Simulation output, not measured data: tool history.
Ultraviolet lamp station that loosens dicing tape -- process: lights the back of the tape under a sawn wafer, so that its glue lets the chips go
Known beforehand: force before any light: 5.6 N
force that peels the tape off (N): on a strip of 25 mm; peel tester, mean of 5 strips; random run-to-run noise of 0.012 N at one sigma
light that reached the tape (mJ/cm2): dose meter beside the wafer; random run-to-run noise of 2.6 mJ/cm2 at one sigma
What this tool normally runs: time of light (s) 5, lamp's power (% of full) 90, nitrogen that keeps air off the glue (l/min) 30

run,hour,time of light (s),lamp's power (% of full),nitrogen that keeps air off the glue (l/min),force that peels the tape off (N),light that reached the tape (mJ/cm2)
1,0.0,5,90,30,0.523,335
2,56.3,2,90,30,1.911,132
3,108.4,2,90,30,1.900,137
4,156.1,2,90,30,1.949,134
5,184.2,5,90,30,0.523,338
# hour 193.2: window cleaned of glue's vapour
6,230.1,5,90,30,0.539,336
7,255.6,5,90,30,0.519,337
8,301.8,5,90,30,0.506,339
9,348.8,4,63,17,1.722,188
10,397.5,4,64,17,1.676,193
11,453.4,5,64,18,1.203,237
12,487.6,3,90,16,1.617,204
13,512.1,3,65,42,1.551,140

Below are 4 alternative next runs, each starting from the tool's condition after run 13. Predict each:
A,559.5,3,65,11,?,?
B,559.5,5,90,45,?,?
C,559.5,2,77,19,?,?
D,559.5,5,68,13,?,?

run,force that peels the tape off (N),light that reached the tape (mJ/cm2)
A,2.699,144
B,0.403,336
C,2.610,116
D,1.415,254
With no hidden state in the tool, these same runs would have given:
run,force that peels the tape off (N),light that reached the tape (mJ/cm2)
A,2.694,144
B,0.401,336
C,2.605,116
D,1.411,255
